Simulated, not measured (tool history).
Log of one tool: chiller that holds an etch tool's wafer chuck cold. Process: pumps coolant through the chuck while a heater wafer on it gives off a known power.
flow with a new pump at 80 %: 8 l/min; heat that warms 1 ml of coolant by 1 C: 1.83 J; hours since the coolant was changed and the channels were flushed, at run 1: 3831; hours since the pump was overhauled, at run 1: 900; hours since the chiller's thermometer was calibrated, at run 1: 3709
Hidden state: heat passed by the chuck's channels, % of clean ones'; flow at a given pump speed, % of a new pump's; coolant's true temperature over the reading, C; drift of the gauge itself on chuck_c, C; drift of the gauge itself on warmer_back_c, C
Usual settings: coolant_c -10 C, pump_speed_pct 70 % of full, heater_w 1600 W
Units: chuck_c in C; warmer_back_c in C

run,hour,coolant_c,pump_speed_pct,heater_w,hours since the coolant was changed and the channels were flushed,hours since the pump was overhauled,hours since the chiller's thermometer was calibrated,chuck_c,warmer_back_c
1,0,-10,70,1600,3831,900,3709,3.2,7.46
2,26.8,-10,70,1937,3857,926,3736,5.9,9.03
3,39.3,-10,70,1937,3870,939,3748,5.8,8.9
4,54,-7,70,1600,3885,954,3763,6.3,7.47
5,75.3,-7,70,1600,3906,975,3784,6.2,7.42
6,103.7,-6,70,1600,3934,1003,3813,7.2,7.44
7,119.1,-10,70,1600,3950,1019,3828,3.1,7.4
# hour 139.6: coolant changed, channels flushed
8,141.5,-10,70,892,2,1035,3844,-2.6,4.04
9,162.4,-10,70,1056,23,1056,3865,-1.5,4.82
10,186,-17,70,1600,46,1080,3889,-3.9,7.32
11,198.7,-3,85,860,59,1092,3902,3,3.18
12,223.3,-10,70,1600,84,1117,3926,3.2,7.25
13,243.4,-10,94,2071,104,1137,3946,3.4,7.07
14,260.3,-10,78,1600,121,1154,3963,2.1,6.49
15,287.6,-19,87,1792,148,1181,3990,-6.8,6.54
16,307.9,-8,92,988,168,1202,4011,-1.5,3.27
17,333.1,-14,96,1600,194,1227,4036,-3.9,5.27
# hour 351.8: chiller's thermometer calibrated
18,356.1,-1,62,1350,216,1249,4,11.4,6.77
19,381.4,-16,72,1600,241,1274,30,-3.3,7.05

5 ways to go on from here, each from the tool as it stands after run 19. What would each give?
A,404.6,-10,70,1600,264,1297,53,?,?
B,404.6,-8,95,985,264,1297,53,?,?
C,404.6,-10,69,1873,264,1297,53,?,?
D,404.6,-3,67,2201,264,1297,53,?,?
E,404.6,-6,68,1600,264,1297,53,?,?

run,chuck_c,warmer_back_c
A,2.9,7.17
B,-1.9,3.13
C,5.6,8.64
D,15.6,10.45
E,7.4,7.4
Without the tool's hidden state the same runs would have given:
run,chuck_c,warmer_back_c
A,2.9,7.49
B,-1.9,3.45
C,5.6,8.96
D,15.6,10.77
E,7.4,7.72

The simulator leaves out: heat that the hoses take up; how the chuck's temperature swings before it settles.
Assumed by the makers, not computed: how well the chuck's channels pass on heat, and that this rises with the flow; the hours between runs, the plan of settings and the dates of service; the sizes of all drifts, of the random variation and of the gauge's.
